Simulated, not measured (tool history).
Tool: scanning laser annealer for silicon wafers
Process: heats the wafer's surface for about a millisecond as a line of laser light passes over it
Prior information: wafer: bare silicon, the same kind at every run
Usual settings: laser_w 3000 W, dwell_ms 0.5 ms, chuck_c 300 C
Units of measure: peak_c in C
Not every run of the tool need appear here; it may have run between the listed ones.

run	hour	laser_w	dwell_ms	chuck_c	peak_c
1	0	3000	0.5	300	1057
2	68.8	3000	0.46	300	1021
3	130.1	3000	0.46	300	1019
4	170.7	3000	0.46	300	1016
5	222	2814	0.5	300	1000
6	268.1	3000	0.5	300	1052
7	326.3	3000	0.5	315	1064
8	373	3000	0.595	300	1150
9	427	2732	0.471	300	971
10	480.4	2802	0.471	300	990
11	537.3	3000	0.48	300	1051
12	574.3	2744	0.372	307	897
13	614.6	3237	0.482	265	1085

Removed from this log: 1 entry logged between the listed runs. Between which two listed runs does each belong, and how does the tool's hidden state at the listed run before it compare with that at the listed run after it?
Run 7 -> run 8: window over the wafer cleaned (hour 363.6)
  light that passes the window, % of a clean one's: 97.42 -> 99.97; laser's true power over the reading, %: -0.43 -> -0.44; width of the line over the set one, %: 1.46 -> 1.54
  measured minus no-state result, peak_c: -33 -> -12 C

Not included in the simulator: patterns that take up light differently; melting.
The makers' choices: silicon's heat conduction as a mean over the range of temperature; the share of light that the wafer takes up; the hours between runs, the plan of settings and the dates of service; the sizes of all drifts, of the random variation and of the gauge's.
